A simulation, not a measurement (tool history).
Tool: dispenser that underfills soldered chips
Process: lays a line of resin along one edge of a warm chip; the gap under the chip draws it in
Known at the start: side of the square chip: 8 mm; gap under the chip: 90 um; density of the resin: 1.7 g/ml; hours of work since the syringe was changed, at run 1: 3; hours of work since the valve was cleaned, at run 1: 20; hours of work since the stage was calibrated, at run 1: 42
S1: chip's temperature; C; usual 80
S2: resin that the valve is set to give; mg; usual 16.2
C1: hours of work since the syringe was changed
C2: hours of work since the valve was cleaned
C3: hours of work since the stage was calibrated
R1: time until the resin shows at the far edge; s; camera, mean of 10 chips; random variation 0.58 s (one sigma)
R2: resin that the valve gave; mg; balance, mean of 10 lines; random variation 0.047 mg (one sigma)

| run | hour | S1 | S2 | C1 | C2 | C3 | R1 | R2 |
|---|---|---|---|---|---|---|---|---|
| 1 | 0.0 | 80 | 16.2 | 3 | 20 | 42 | 61.9 | 16.08 |
| 2 | 4.1 | 80 | 16.2 | 5 | 23 | 45 | 72.6 | 15.99 |
|  | 6.2 | new syringe of resin |
| 3 | 8.2 | 76 | 16.2 | 1 | 25 | 47 | 62.0 | 16.06 |
| 4 | 13.2 | 76 | 16.2 | 4 | 28 | 50 | 76.9 | 15.99 |
| 5 | 15.6 | 80 | 16.2 | 6 | 30 | 52 | 73.5 | 15.87 |
|  | 16.8 | new syringe of resin |
| 6 | 20.0 | 74 | 16.2 | 2 | 32 | 54 | 68.9 | 16.00 |
| 7 | 24.7 | 74 | 16.2 | 5 | 35 | 57 | 84.4 | 15.92 |
|  | 27.3 | new syringe of resin |
| 8 | 29.8 | 74 | 16.2 | 2 | 38 | 60 | 66.6 | 15.90 |
| 9 | 32.5 | 74 | 16.2 | 3 | 40 | 62 | 75.0 | 15.79 |
| 10 | 36.7 | 74 | 16.2 | 6 | 43 | 64 | 88.9 | 15.82 |
|  | 37.8 | new syringe of resin |
| 11 | 41.4 | 83 | 19.1 | 2 | 46 | 67 | 54.2 | 18.63 |

Forecast each of these 4 alternatives for the next run:
| A | 44.3 | 80 | 16.0 | 4 | 47 | 69 | ? | ? |
| B | 44.3 | 86 | 20.1 | 4 | 47 | 69 | ? | ? |
| C | 44.3 | 67 | 19.9 | 4 | 47 | 69 | ? | ? |
| D | 44.3 | 87 | 13.9 | 4 | 47 | 69 | ? | ? |

| run | R1 | R2 |
|---|---|---|
| A | 65.8 | 15.62 |
| B | 54.9 | 19.68 |
| C | 99.2 | 19.42 |
| D | 55.1 | 13.54 |
Without the tool's hidden state the same runs would have given:
| run | R1 | R2 |
|---|---|---|
| A | 49.4 | 15.99 |
| B | 41.4 | 20.15 |
| C | 74.8 | 19.89 |
| D | 41.3 | 13.87 |

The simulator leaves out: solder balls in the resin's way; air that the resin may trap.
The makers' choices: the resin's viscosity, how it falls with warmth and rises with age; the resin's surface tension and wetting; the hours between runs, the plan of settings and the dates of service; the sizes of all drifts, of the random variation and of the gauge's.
